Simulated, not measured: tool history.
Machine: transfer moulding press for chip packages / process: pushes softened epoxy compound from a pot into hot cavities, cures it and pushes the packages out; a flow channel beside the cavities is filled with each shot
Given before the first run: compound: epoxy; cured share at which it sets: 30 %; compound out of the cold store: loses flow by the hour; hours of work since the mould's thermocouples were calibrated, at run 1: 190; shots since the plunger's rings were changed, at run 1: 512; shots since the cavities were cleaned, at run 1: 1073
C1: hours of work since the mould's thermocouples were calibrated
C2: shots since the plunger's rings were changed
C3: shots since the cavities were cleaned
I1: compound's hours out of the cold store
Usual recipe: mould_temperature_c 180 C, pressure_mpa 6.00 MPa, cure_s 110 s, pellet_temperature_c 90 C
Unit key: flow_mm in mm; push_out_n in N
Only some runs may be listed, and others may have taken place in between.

{"run": 1, "hour": 0.0, "mould_temperature_c": 180, "pressure_mpa": 6.0, "cure_s": 110, "pellet_temperature_c": 90, "C1": 190, "C2": 512, "C3": 1073, "I1": 47.1, "flow_mm": 731, "push_out_n": 985}
{"hour": 6.5, "done": "cavities cleaned with cleaning compound and waxed"}
{"run": 2, "hour": 29.4, "mould_temperature_c": 180, "pressure_mpa": 6.0, "cure_s": 110, "pellet_temperature_c": 88, "C1": 210, "C2": 823, "C3": 256, "I1": 19.5, "flow_mm": 813, "push_out_n": 708}
{"run": 3, "hour": 56.4, "mould_temperature_c": 180, "pressure_mpa": 6.0, "cure_s": 110, "pellet_temperature_c": 88, "C1": 229, "C2": 1125, "C3": 558, "I1": 40.9, "flow_mm": 732, "push_out_n": 844}
{"run": 4, "hour": 102.3, "mould_temperature_c": 180, "pressure_mpa": 6.0, "cure_s": 110, "pellet_temperature_c": 88, "C1": 261, "C2": 1638, "C3": 1071, "I1": 29.7, "flow_mm": 762, "push_out_n": 1027}
{"hour": 110.7, "done": "cavities cleaned with cleaning compound and waxed"}
{"run": 5, "hour": 155.9, "mould_temperature_c": 180, "pressure_mpa": 6.0, "cure_s": 110, "pellet_temperature_c": 88, "C1": 297, "C2": 2219, "C3": 505, "I1": 9.7, "flow_mm": 822, "push_out_n": 897}
{"run": 6, "hour": 204.8, "mould_temperature_c": 180, "pressure_mpa": 6.0, "cure_s": 110, "pellet_temperature_c": 88, "C1": 332, "C2": 2766, "C3": 1052, "I1": 37.1, "flow_mm": 729, "push_out_n": 977}
{"hour": 214.5, "done": "cavities cleaned with cleaning compound and waxed"}
{"run": 7, "hour": 261.0, "mould_temperature_c": 180, "pressure_mpa": 6.0, "cure_s": 110, "pellet_temperature_c": 90, "C1": 370, "C2": 3376, "C3": 519, "I1": 9.0, "flow_mm": 818, "push_out_n": 898}
{"hour": 291.1, "done": "plunger's sealing rings changed"}
{"run": 8, "hour": 296.1, "mould_temperature_c": 180, "pressure_mpa": 6.0, "cure_s": 110, "pellet_temperature_c": 90, "C1": 393, "C2": 56, "C3": 883, "I1": 47.7, "flow_mm": 733, "push_out_n": 942}
{"hour": 320.5, "done": "cavities cleaned with cleaning compound and waxed"}
{"run": 9, "hour": 341.1, "mould_temperature_c": 180, "pressure_mpa": 6.0, "cure_s": 110, "pellet_temperature_c": 90, "C1": 423, "C2": 542, "C3": 230, "I1": 29.8, "flow_mm": 778, "push_out_n": 706}
{"run": 10, "hour": 397.3, "mould_temperature_c": 180, "pressure_mpa": 6.0, "cure_s": 110, "pellet_temperature_c": 90, "C1": 463, "C2": 1170, "C3": 858, "I1": 31.5, "flow_mm": 762, "push_out_n": 985}
{"hour": 423.8, "done": "cavities cleaned with cleaning compound and waxed"}
{"run": 11, "hour": 434.9, "mould_temperature_c": 180, "pressure_mpa": 5.38, "cure_s": 137, "pellet_temperature_c": 82, "C1": 488, "C2": 1572, "C3": 123, "I1": 21.7, "flow_mm": 748, "push_out_n": 554}
{"run": 12, "hour": 465.8, "mould_temperature_c": 180, "pressure_mpa": 5.89, "cure_s": 120, "pellet_temperature_c": 90, "C1": 510, "C2": 1918, "C3": 469, "I1": 38.7, "flow_mm": 739, "push_out_n": 760}
{"run": 13, "hour": 501.2, "mould_temperature_c": 187, "pressure_mpa": 5.07, "cure_s": 110, "pellet_temperature_c": 96, "C1": 534, "C2": 2314, "C3": 865, "I1": 31.6, "flow_mm": 679, "push_out_n": 850}
{"hour": 526.8, "done": "cavities cleaned with cleaning compound and waxed"}
{"run": 14, "hour": 555.5, "mould_temperature_c": 187, "pressure_mpa": 5.07, "cure_s": 110, "pellet_temperature_c": 96, "C1": 571, "C2": 2902, "C3": 320, "I1": 33.5, "flow_mm": 664, "push_out_n": 681}
{"run": 15, "hour": 588.8, "mould_temperature_c": 174, "pressure_mpa": 6.0, "cure_s": 110, "pellet_temperature_c": 90, "C1": 595, "C2": 3275, "C3": 693, "I1": 9.8, "flow_mm": 826, "push_out_n": 1444}
{"hour": 626.7, "done": "plunger's sealing rings changed"}
{"hour": 633.5, "done": "cavities cleaned with cleaning compound and waxed"}
{"hour": 651.6, "done": "mould's thermocouples calibrated"}
{"run": 16, "hour": 652.2, "mould_temperature_c": 174, "pressure_mpa": 6.0, "cure_s": 110, "pellet_temperature_c": 90, "C1": 0, "C2": 244, "C3": 185, "I1": 15.6, "flow_mm": 858, "push_out_n": 902}
{"run": 17, "hour": 692.9, "mould_temperature_c": 174, "pressure_mpa": 5.53, "cure_s": 135, "pellet_temperature_c": 95, "C1": 29, "C2": 699, "C3": 640, "I1": 24.8, "flow_mm": 787, "push_out_n": 909}
{"run": 18, "hour": 725.5, "mould_temperature_c": 180, "pressure_mpa": 6.2, "cure_s": 135, "pellet_temperature_c": 83, "C1": 52, "C2": 1063, "C3": 1004, "I1": 31.2, "flow_mm": 776, "push_out_n": 878}

What if the next run were any one of these 4? Each begins from the tool's condition after run 18:
{"hour": 738.5, "done": "cavities cleaned with cleaning compound and waxed"}
{"run": "A", "hour": 769.5, "mould_temperature_c": 180, "pressure_mpa": 6.2, "cure_s": 123, "pellet_temperature_c": 83, "C1": 82, "C2": 1538, "C3": 346, "I1": 37.0, "flow_mm": "?", "push_out_n": "?"}
{"hour": 738.5, "done": "cavities cleaned with cleaning compound and waxed"}
{"run": "B", "hour": 769.5, "mould_temperature_c": 180, "pressure_mpa": 6.2, "cure_s": 131, "pellet_temperature_c": 83, "C1": 82, "C2": 1538, "C3": 346, "I1": 44.3, "flow_mm": "?", "push_out_n": "?"}
{"hour": 738.5, "done": "cavities cleaned with cleaning compound and waxed"}
{"run": "C", "hour": 769.5, "mould_temperature_c": 182, "pressure_mpa": 6.99, "cure_s": 118, "pellet_temperature_c": 83, "C1": 82, "C2": 1538, "C3": 346, "I1": 39.4, "flow_mm": "?", "push_out_n": "?"}
{"hour": 738.5, "done": "cavities cleaned with cleaning compound and waxed"}
{"run": "D", "hour": 769.5, "mould_temperature_c": 183, "pressure_mpa": 5.19, "cure_s": 117, "pellet_temperature_c": 90, "C1": 82, "C2": 1538, "C3": 346, "I1": 26.0, "flow_mm": "?", "push_out_n": "?"}

run=A flow_mm=753 push_out_n=690
run=B flow_mm=736 push_out_n=685
run=C flow_mm=778 push_out_n=697
run=D flow_mm=721 push_out_n=701
The same runs, with their run-to-run variation unchanged, on a tool lacking any hidden condition would have given:
run=A flow_mm=771 push_out_n=434
run=B flow_mm=753 push_out_n=429
run=C flow_mm=797 push_out_n=438
run=D flow_mm=738 push_out_n=438

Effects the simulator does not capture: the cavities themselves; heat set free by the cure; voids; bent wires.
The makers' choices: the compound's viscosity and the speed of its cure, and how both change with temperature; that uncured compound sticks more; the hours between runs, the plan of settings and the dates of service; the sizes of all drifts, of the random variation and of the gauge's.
